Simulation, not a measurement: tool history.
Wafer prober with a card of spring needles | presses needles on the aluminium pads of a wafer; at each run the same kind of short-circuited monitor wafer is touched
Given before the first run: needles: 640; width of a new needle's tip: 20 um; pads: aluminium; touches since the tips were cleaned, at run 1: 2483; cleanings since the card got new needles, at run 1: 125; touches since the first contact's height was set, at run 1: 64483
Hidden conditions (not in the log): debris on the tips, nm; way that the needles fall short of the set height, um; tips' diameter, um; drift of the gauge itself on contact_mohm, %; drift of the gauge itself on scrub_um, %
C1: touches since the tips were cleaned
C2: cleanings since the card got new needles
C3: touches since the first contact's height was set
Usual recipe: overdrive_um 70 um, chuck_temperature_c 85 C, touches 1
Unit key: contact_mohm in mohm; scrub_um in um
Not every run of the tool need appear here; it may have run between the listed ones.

{"run": 1, "hour": 0.0, "overdrive_um": 70, "chuck_temperature_c": 85, "touches": 1, "C1": 2483, "C2": 125, "C3": 64483, "contact_mohm": 351, "scrub_um": 10.08}
{"hour": 11.3, "done": "tips cleaned on abrasive film"}
{"hour": 30.2, "done": "tips cleaned on abrasive film"}
{"hour": 50.3, "done": "tips cleaned on abrasive film"}
{"run": 2, "hour": 57.8, "overdrive_um": 70, "chuck_temperature_c": 88, "touches": 1, "C1": 2236, "C2": 128, "C3": 81650, "contact_mohm": 366, "scrub_um": 10.02}
{"hour": 69.3, "done": "tips cleaned on abrasive film"}
{"hour": 89.4, "done": "tips cleaned on abrasive film"}
{"run": 3, "hour": 94.4, "overdrive_um": 70, "chuck_temperature_c": 85, "touches": 1, "C1": 1500, "C2": 130, "C3": 92530, "contact_mohm": 323, "scrub_um": 10.01}
{"hour": 106.5, "done": "tips cleaned on abrasive film"}
{"hour": 126.5, "done": "tips cleaned on abrasive film"}
{"hour": 146.6, "done": "tips cleaned on abrasive film"}
{"hour": 154.9, "done": "height of the first contact set anew"}
{"hour": 164.1, "done": "tips cleaned on abrasive film"}
{"run": 4, "hour": 164.1, "overdrive_um": 70, "chuck_temperature_c": 85, "touches": 1, "C1": 0, "C2": 134, "C3": 2725, "contact_mohm": 198, "scrub_um": 10.19}
{"hour": 184.1, "done": "tips cleaned on abrasive film"}
{"hour": 203.9, "done": "tips cleaned on abrasive film"}
{"run": 5, "hour": 206.6, "overdrive_um": 70, "chuck_temperature_c": 85, "touches": 1, "C1": 794, "C2": 136, "C3": 15359, "contact_mohm": 247, "scrub_um": 10.17}
{"hour": 222.7, "done": "tips cleaned on abrasive film"}
{"hour": 242.2, "done": "tips cleaned on abrasive film"}
{"hour": 262.1, "done": "tips cleaned on abrasive film"}
{"run": 6, "hour": 264.1, "overdrive_um": 70, "chuck_temperature_c": 66, "touches": 1, "C1": 592, "C2": 139, "C3": 32442, "contact_mohm": 225, "scrub_um": 10.14}
{"hour": 280.1, "done": "tips cleaned on abrasive film"}
{"hour": 300.2, "done": "tips cleaned on abrasive film"}
{"hour": 320.0, "done": "tips cleaned on abrasive film"}
{"run": 7, "hour": 332.9, "overdrive_um": 70, "chuck_temperature_c": 85, "touches": 1, "C1": 3860, "C2": 142, "C3": 52913, "contact_mohm": 438, "scrub_um": 10.13}
{"hour": 337.0, "done": "tips cleaned on abrasive film"}
{"hour": 356.6, "done": "tips cleaned on abrasive film"}
{"hour": 376.7, "done": "tips cleaned on abrasive film"}
{"run": 8, "hour": 381.2, "overdrive_um": 70, "chuck_temperature_c": 85, "touches": 1, "C1": 1348, "C2": 145, "C3": 67242, "contact_mohm": 311, "scrub_um": 10.05}
{"hour": 393.2, "done": "tips cleaned on abrasive film"}
{"hour": 413.2, "done": "tips cleaned on abrasive film"}
{"run": 9, "hour": 429.1, "overdrive_um": 70, "chuck_temperature_c": 85, "touches": 1, "C1": 4744, "C2": 147, "C3": 81497, "contact_mohm": 494, "scrub_um": 10.06}
{"hour": 432.8, "done": "tips cleaned on abrasive film"}
{"hour": 452.3, "done": "tips cleaned on abrasive film"}
{"hour": 472.4, "done": "tips cleaned on abrasive film"}
{"run": 10, "hour": 474.0, "overdrive_um": 70, "chuck_temperature_c": 85, "touches": 1, "C1": 483, "C2": 150, "C3": 94824, "contact_mohm": 244, "scrub_um": 10}
{"hour": 489.7, "done": "tips cleaned on abrasive film"}
{"hour": 509.2, "done": "tips cleaned on abrasive film"}
{"hour": 525.3, "done": "tips cleaned on abrasive film"}
{"hour": 529.6, "done": "height of the first contact set anew"}
{"run": 11, "hour": 540.6, "overdrive_um": 70, "chuck_temperature_c": 66, "touches": 1, "C1": 4472, "C2": 153, "C3": 3280, "contact_mohm": 474, "scrub_um": 10.21}
{"hour": 544.5, "done": "tips cleaned on abrasive film"}
{"hour": 564.5, "done": "tips cleaned on abrasive film"}
{"hour": 584.5, "done": "tips cleaned on abrasive film"}
{"hour": 600.6, "done": "tips cleaned on abrasive film"}
{"run": 12, "hour": 610.3, "overdrive_um": 70, "chuck_temperature_c": 66, "touches": 1, "C1": 2895, "C2": 157, "C3": 23985, "contact_mohm": 397, "scrub_um": 10.19}
{"hour": 618.4, "done": "tips cleaned on abrasive film"}
{"hour": 638.4, "done": "tips cleaned on abrasive film"}
{"hour": 658.5, "done": "tips cleaned on abrasive film"}
{"hour": 678.3, "done": "tips cleaned on abrasive film"}
{"run": 13, "hour": 687.5, "overdrive_um": 70, "chuck_temperature_c": 123, "touches": 1, "C1": 2756, "C2": 161, "C3": 46934, "contact_mohm": 398, "scrub_um": 10.13}
{"hour": 695.4, "done": "tips cleaned on abrasive film"}
{"hour": 714.8, "done": "tips cleaned on abrasive film"}
{"run": 14, "hour": 727.7, "overdrive_um": 70, "chuck_temperature_c": 123, "touches": 1, "C1": 3837, "C2": 163, "C3": 58863, "contact_mohm": 438, "scrub_um": 10.11}
{"hour": 731.8, "done": "tips cleaned on abrasive film"}
{"hour": 751.7, "done": "tips cleaned on abrasive film"}
{"run": 15, "hour": 765.0, "overdrive_um": 52, "chuck_temperature_c": 49, "touches": 2, "C1": 3977, "C2": 165, "C3": 69949, "contact_mohm": 508, "scrub_um": 7.46}
{"hour": 769.1, "done": "tips cleaned on abrasive film"}
{"hour": 789.1, "done": "tips cleaned on abrasive film"}
{"hour": 809.2, "done": "tips cleaned on abrasive film"}
{"run": 16, "hour": 824.6, "overdrive_um": 52, "chuck_temperature_c": 49, "touches": 2, "C1": 4599, "C2": 168, "C3": 87664, "contact_mohm": 502, "scrub_um": 7.4}
{"hour": 828.1, "done": "tips cleaned on abrasive film"}
{"hour": 847.8, "done": "tips cleaned on abrasive film"}
{"hour": 867.3, "done": "tips cleaned on abrasive film"}
{"hour": 887.4, "done": "tips cleaned on abrasive film"}
{"hour": 903.4, "done": "tips cleaned on abrasive film"}
{"hour": 903.7, "done": "height of the first contact set anew"}
{"run": 17, "hour": 905.9, "overdrive_um": 73, "chuck_temperature_c": 43, "touches": 2, "C1": 647, "C2": 173, "C3": 647, "contact_mohm": 199, "scrub_um": 10.66}
{"hour": 922.0, "done": "tips cleaned on abrasive film"}
{"hour": 942.0, "done": "tips cleaned on abrasive film"}
{"hour": 961.6, "done": "tips cleaned on abrasive film"}
{"run": 18, "hour": 968.5, "overdrive_um": 70, "chuck_temperature_c": 34, "touches": 2, "C1": 2041, "C2": 176, "C3": 19242, "contact_mohm": 299, "scrub_um": 10.2}
{"hour": 980.5, "done": "tips cleaned on abrasive film"}
{"hour": 996.6, "done": "tips cleaned on abrasive film"}
{"hour": 1016.5, "done": "tips cleaned on abrasive film"}
{"hour": 1036.1, "done": "tips cleaned on abrasive film"}
{"run": 19, "hour": 1050.2, "overdrive_um": 70, "chuck_temperature_c": 40, "touches": 2, "C1": 4207, "C2": 180, "C3": 43548, "contact_mohm": 362, "scrub_um": 10.13}
{"hour": 1054.3, "done": "tips cleaned on abrasive film"}
{"hour": 1073.7, "done": "tips cleaned on abrasive film"}
{"hour": 1093.2, "done": "tips cleaned on abrasive film"}
{"hour": 1113.3, "done": "tips cleaned on abrasive film"}
{"hour": 1132.8, "done": "tips cleaned on abrasive film"}
{"run": 20, "hour": 1132.9, "overdrive_um": 70, "chuck_temperature_c": 55, "touches": 2, "C1": 32, "C2": 185, "C3": 68097, "contact_mohm": 189, "scrub_um": 10.08}
{"hour": 1148.9, "done": "tips cleaned on abrasive film"}
{"hour": 1169.0, "done": "tips cleaned on abrasive film"}
{"run": 21, "hour": 1177.8, "overdrive_um": 62, "chuck_temperature_c": 61, "touches": 1, "C1": 2627, "C2": 187, "C3": 81444, "contact_mohm": 456, "scrub_um": 8.87}
{"hour": 1185.9, "done": "tips cleaned on abrasive film"}
{"hour": 1205.5, "done": "tips cleaned on abrasive film"}
{"hour": 1221.6, "done": "tips cleaned on abrasive film"}
{"run": 22, "hour": 1221.6, "overdrive_um": 73, "chuck_temperature_c": 93, "touches": 1, "C1": 0, "C2": 190, "C3": 94440, "contact_mohm": 191, "scrub_um": 10.44}
{"hour": 1237.9, "done": "tips cleaned on abrasive film"}
{"hour": 1253.9, "done": "tips cleaned on abrasive film"}
{"hour": 1274.0, "done": "tips cleaned on abrasive film"}
{"hour": 1278.3, "done": "height of the first contact set anew"}
{"run": 23, "hour": 1286.3, "overdrive_um": 82, "chuck_temperature_c": 85, "touches": 1, "C1": 3588, "C2": 193, "C3": 2395, "contact_mohm": 365, "scrub_um": 11.97}
{"hour": 1294.2, "done": "tips cleaned on abrasive film"}
{"hour": 1313.9, "done": "tips cleaned on abrasive film"}
{"hour": 1334.0, "done": "tips cleaned on abrasive film"}
{"hour": 1350.0, "done": "tips cleaned on abrasive film"}
{"hour": 1368.1, "done": "tips cleaned on abrasive film"}
{"run": 24, "hour": 1368.1, "overdrive_um": 82, "chuck_temperature_c": 85, "touches": 1, "C1": 0, "C2": 198, "C3": 26687, "contact_mohm": 191, "scrub_um": 11.9}
{"hour": 1388.0, "done": "tips cleaned on abrasive film"}
{"hour": 1408.0, "done": "tips cleaned on abrasive film"}
{"hour": 1427.5, "done": "tips cleaned on abrasive film"}
{"run": 25, "hour": 1433.8, "overdrive_um": 70, "chuck_temperature_c": 85, "touches": 3, "C1": 1872, "C2": 201, "C3": 46207, "contact_mohm": 239, "scrub_um": 10.11}
{"hour": 1445.7, "done": "tips cleaned on abrasive film"}
{"hour": 1465.3, "done": "tips cleaned on abrasive film"}
{"hour": 1484.8, "done": "tips cleaned on abrasive film"}
{"run": 26, "hour": 1485.5, "overdrive_um": 70, "chuck_temperature_c": 85, "touches": 3, "C1": 220, "C2": 204, "C3": 61566, "contact_mohm": 189, "scrub_um": 10.07}
{"hour": 1501.6, "done": "tips cleaned on abrasive film"}
{"hour": 1521.6, "done": "tips cleaned on abrasive film"}
{"hour": 1540.6, "done": "tips cleaned on abrasive film"}
{"run": 27, "hour": 1540.7, "overdrive_um": 69, "chuck_temperature_c": 85, "touches": 1, "C1": 22, "C2": 207, "C3": 77957, "contact_mohm": 215, "scrub_um": 9.88}

Describe how what the log doesn't record of the tool's condition differs between the last listed run preceding each entry between runs and the first listed run following it.
Logged between run 1 and run 2: tips cleaned on abrasive film (hour 11.3); tips cleaned on abrasive film (hour 30.2); tips cleaned on abrasive film (hour 50.3)
  debris on the tips, nm: 74.3 -> 77.1; way that the needles fall short of the set height, um: 1.01 -> 1.26; tips' diameter, um: 23.81 -> 23.89
  measured less the result without the state, contact_mohm: +188 -> +198 mohm; scrub_um: -0.14 -> -0.19 um
Logged between run 2 and run 3: tips cleaned on abrasive film (hour 69.3); tips cleaned on abrasive film (hour 89.4)
  debris on the tips, nm: 77.1 -> 61.1; way that the needles fall short of the set height, um: 1.26 -> 1.39; tips' diameter, um: 23.89 -> 23.94
  measured less the result without the state, contact_mohm: +198 -> +159 mohm; scrub_um: -0.19 -> -0.2 um
Logged between run 3 and run 4: tips cleaned on abrasive film (hour 106.5); tips cleaned on abrasive film (hour 126.5); tips cleaned on abrasive film (hour 146.6); height of the first contact set anew (hour 154.9); tips cleaned on abrasive film (hour 164.1)
  debris on the tips, nm: 61.1 -> 11.8; way that the needles fall short of the set height, um: 1.39 -> 0.07; tips' diameter, um: 23.94 -> 24.07
  measured less the result without the state, contact_mohm: +159 -> +34 mohm; scrub_um: -0.2 -> -0.01 um
Logged between run 4 and run 5: tips cleaned on abrasive film (hour 184.1); tips cleaned on abrasive film (hour 203.9)
  debris on the tips, nm: 11.8 -> 31.7; way that the needles fall short of the set height, um: 0.07 -> 0.24; tips' diameter, um: 24.07 -> 24.13
  measured less the result without the state, contact_mohm: +34 -> +83 mohm; scrub_um: -0.01 -> -0.03 um
Logged between run 5 and run 6: tips cleaned on abrasive film (hour 222.7); tips cleaned on abrasive film (hour 242.2); tips cleaned on abrasive film (hour 262.1)
  debris on the tips, nm: 31.7 -> 24.1; way that the needles fall short of the set height, um: 0.24 -> 0.5; tips' diameter, um: 24.13 -> 24.22
  measured less the result without the state, contact_mohm: +83 -> +67 mohm; scrub_um: -0.03 -> -0.07 um
Logged between run 6 and run 7: tips cleaned on abrasive film (hour 280.1); tips cleaned on abrasive film (hour 300.2); tips cleaned on abrasive film (hour 320)
  debris on the tips, nm: 24.1 -> 105.9; way that the needles fall short of the set height, um: 0.5 -> 0.74; tips' diameter, um: 24.22 -> 24.3
  measured less the result without the state, contact_mohm: +67 -> +275 mohm; scrub_um: -0.07 -> -0.11 um
Logged between run 7 and run 8: tips cleaned on abrasive film (hour 337); tips cleaned on abrasive film (hour 356.6); tips cleaned on abrasive film (hour 376.7)
  debris on the tips, nm: 105.9 -> 54.6; way that the needles fall short of the set height, um: 0.74 -> 0.99; tips' diameter, um: 24.3 -> 24.39
  measured less the result without the state, contact_mohm: +275 -> +147 mohm; scrub_um: -0.11 -> -0.14 um
Logged between run 8 and run 9: tips cleaned on abrasive film (hour 393.2); tips cleaned on abrasive film (hour 413.2)
  debris on the tips, nm: 54.6 -> 123.9; way that the needles fall short of the set height, um: 0.99 -> 1.14; tips' diameter, um: 24.39 -> 24.44
  measured less the result without the state, contact_mohm: +147 -> +328 mohm; scrub_um: -0.14 -> -0.17 um
Logged between run 9 and run 10: tips cleaned on abrasive film (hour 432.8); tips cleaned on abrasive film (hour 452.3); tips cleaned on abrasive film (hour 472.4)
  debris on the tips, nm: 123.9 -> 29; way that the needles fall short of the set height, um: 1.14 -> 1.38; tips' diameter, um: 24.44 -> 24.52
  measured less the result without the state, contact_mohm: +328 -> +82 mohm; scrub_um: -0.17 -> -0.2 um
Logged between run 10 and run 11: tips cleaned on abrasive film (hour 489.7); tips cleaned on abrasive film (hour 509.2); tips cleaned on abrasive film (hour 525.3); height of the first contact set anew (hour 529.6)
  debris on the tips, nm: 29 -> 115.2; way that the needles fall short of the set height, um: 1.38 -> 0; tips' diameter, um: 24.52 -> 24.6
  measured less the result without the state, contact_mohm: +82 -> +312 mohm; scrub_um: -0.2 -> +0 um
Logged between run 11 and run 12: tips cleaned on abrasive film (hour 544.5); tips cleaned on abrasive film (hour 564.5); tips cleaned on abrasive film (hour 584.5); tips cleaned on abrasive film (hour 600.6)
  debris on the tips, nm: 115.2 -> 85.6; way that the needles fall short of the set height, um: 0 -> 0.28; tips' diameter, um: 24.6 -> 24.7
  measured less the result without the state, contact_mohm: +312 -> +235 mohm; scrub_um: +0 -> -0.04 um
Logged between run 12 and run 13: tips cleaned on abrasive film (hour 618.4); tips cleaned on abrasive film (hour 638.4); tips cleaned on abrasive film (hour 658.5); tips cleaned on abrasive film (hour 678.3)
  debris on the tips, nm: 85.6 -> 89.8; way that the needles fall short of the set height, um: 0.28 -> 0.62; tips' diameter, um: 24.7 -> 24.82
  measured less the result without the state, contact_mohm: +235 -> +227 mohm; scrub_um: -0.04 -> -0.09 um
Logged between run 13 and run 14: tips cleaned on abrasive film (hour 695.4); tips cleaned on abrasive film (hour 714.8)
  debris on the tips, nm: 89.8 -> 102.7; way that the needles fall short of the set height, um: 0.62 -> 0.76; tips' diameter, um: 24.82 -> 24.87
  measured less the result without the state, contact_mohm: +227 -> +264 mohm; scrub_um: -0.09 -> -0.11 um
Logged between run 14 and run 15: tips cleaned on abrasive film (hour 731.8); tips cleaned on abrasive film (hour 751.7)
  debris on the tips, nm: 102.7 -> 108.4; way that the needles fall short of the set height, um: 0.76 -> 0.89; tips' diameter, um: 24.87 -> 24.92
  measured less the result without the state, contact_mohm: +264 -> +339 mohm; scrub_um: -0.11 -> -0.13 um
Logged between run 15 and run 16: tips cleaned on abrasive film (hour 769.1); tips cleaned on abrasive film (hour 789.1); tips cleaned on abrasive film (hour 809.2)
  debris on the tips, nm: 108.4 -> 108.5; way that the needles fall short of the set height, um: 0.89 -> 1.15; tips' diameter, um: 24.92 -> 25.01
  measured less the result without the state, contact_mohm: +339 -> +338 mohm; scrub_um: -0.13 -> -0.17 um
Logged between run 16 and run 17: tips cleaned on abrasive film (hour 828.1); tips cleaned on abrasive film (hour 847.8); tips cleaned on abrasive film (hour 867.3); tips cleaned on abrasive film (hour 887.4); tips cleaned on abrasive film (hour 903.4); height of the first contact set anew (hour 903.7)
  debris on the tips, nm: 108.5 -> 24; way that the needles fall short of the set height, um: 1.15 -> 0; tips' diameter, um: 25.01 -> 25.14
  measured less the result without the state, contact_mohm: +338 -> +43 mohm; scrub_um: -0.17 -> +0 um
Logged between run 17 and run 18: tips cleaned on abrasive film (hour 922); tips cleaned on abrasive film (hour 942); tips cleaned on abrasive film (hour 961.6)
  debris on the tips, nm: 24 -> 80.6; way that the needles fall short of the set height, um: 0 -> 0.23; tips' diameter, um: 25.14 -> 25.22
  measured less the result without the state, contact_mohm: +43 -> +147 mohm; scrub_um: +0 -> -0.03 um
Logged between run 18 and run 19: tips cleaned on abrasive film (hour 980.5); tips cleaned on abrasive film (hour 996.6); tips cleaned on abrasive film (hour 1016.5); tips cleaned on abrasive film (hour 1036.1)
  debris on the tips, nm: 80.6 -> 114.9; way that the needles fall short of the set height, um: 0.23 -> 0.56; tips' diameter, um: 25.22 -> 25.34
  measured less the result without the state, contact_mohm: +147 -> +207 mohm; scrub_um: -0.03 -> -0.09 um
Logged between run 19 and run 20: tips cleaned on abrasive film (hour 1054.3); tips cleaned on abrasive film (hour 1073.7); tips cleaned on abrasive film (hour 1093.2); tips cleaned on abrasive film (hour 1113.3); tips cleaned on abrasive film (hour 1132.8)
  debris on the tips, nm: 114.9 -> 13.6; way that the needles fall short of the set height, um: 0.56 -> 0.97; tips' diameter, um: 25.34 -> 25.48
  measured less the result without the state, contact_mohm: +207 -> +31 mohm; scrub_um: -0.09 -> -0.14 um
Logged between run 20 and run 21: tips cleaned on abrasive film (hour 1148.9); tips cleaned on abrasive film (hour 1169)
  debris on the tips, nm: 13.6 -> 77.1; way that the needles fall short of the set height, um: 0.97 -> 1.15; tips' diameter, um: 25.48 -> 25.54
  measured less the result without the state, contact_mohm: +31 -> +293 mohm; scrub_um: -0.14 -> -0.17 um
Logged between run 21 and run 22: tips cleaned on abrasive film (hour 1185.9); tips cleaned on abrasive film (hour 1205.5); tips cleaned on abrasive film (hour 1221.6)
  debris on the tips, nm: 77.1 -> 6.6; way that the needles fall short of the set height, um: 1.15 -> 1.4; tips' diameter, um: 25.54 -> 25.63
  measured less the result without the state, contact_mohm: +293 -> +25 mohm; scrub_um: -0.17 -> -0.2 um
Logged between run 22 and run 23: tips cleaned on abrasive film (hour 1237.9); tips cleaned on abrasive film (hour 1253.9); tips cleaned on abrasive film (hour 1274); height of the first contact set anew (hour 1278.3)
  debris on the tips, nm: 6.6 -> 98.5; way that the needles fall short of the set height, um: 1.4 -> 0; tips' diameter, um: 25.63 -> 25.74
  measured less the result without the state, contact_mohm: +25 -> +207 mohm; scrub_um: -0.2 -> +0 um
Logged between run 23 and run 24: tips cleaned on abrasive film (hour 1294.2); tips cleaned on abrasive film (hour 1313.9); tips cleaned on abrasive film (hour 1334); tips cleaned on abrasive film (hour 1350); tips cleaned on abrasive film (hour 1368.1)
  debris on the tips, nm: 98.5 -> 12.5; way that the needles fall short of the set height, um: 0 -> 0.4; tips' diameter, um: 25.74 -> 25.88
  measured less the result without the state, contact_mohm: +207 -> +32 mohm; scrub_um: +0 -> -0.06 um
Logged between run 24 and run 25: tips cleaned on abrasive film (hour 1388); tips cleaned on abrasive film (hour 1408); tips cleaned on abrasive film (hour 1427.5)
  debris on the tips, nm: 12.5 -> 64.2; way that the needles fall short of the set height, um: 0.4 -> 0.65; tips' diameter, um: 25.88 -> 25.96
  measured less the result without the state, contact_mohm: +32 -> +74 mohm; scrub_um: -0.06 -> -0.09 um
Logged between run 25 and run 26: tips cleaned on abrasive film (hour 1445.7); tips cleaned on abrasive film (hour 1465.3); tips cleaned on abrasive film (hour 1484.8)
  debris on the tips, nm: 64.2 -> 13.8; way that the needles fall short of the set height, um: 0.65 -> 0.92; tips' diameter, um: 25.96 -> 26.06
  measured less the result without the state, contact_mohm: +74 -> +23 mohm; scrub_um: -0.09 -> -0.14 um
Logged between run 26 and run 27: tips cleaned on abrasive film (hour 1501.6); tips cleaned on abrasive film (hour 1521.6); tips cleaned on abrasive film (hour 1540.6)
  debris on the tips, nm: 13.8 -> 14.5; way that the needles fall short of the set height, um: 0.92 -> 1.19; tips' diameter, um: 26.06 -> 26.15
  measured less the result without the state, contact_mohm: +23 -> +52 mohm; scrub_um: -0.14 -> -0.18 um

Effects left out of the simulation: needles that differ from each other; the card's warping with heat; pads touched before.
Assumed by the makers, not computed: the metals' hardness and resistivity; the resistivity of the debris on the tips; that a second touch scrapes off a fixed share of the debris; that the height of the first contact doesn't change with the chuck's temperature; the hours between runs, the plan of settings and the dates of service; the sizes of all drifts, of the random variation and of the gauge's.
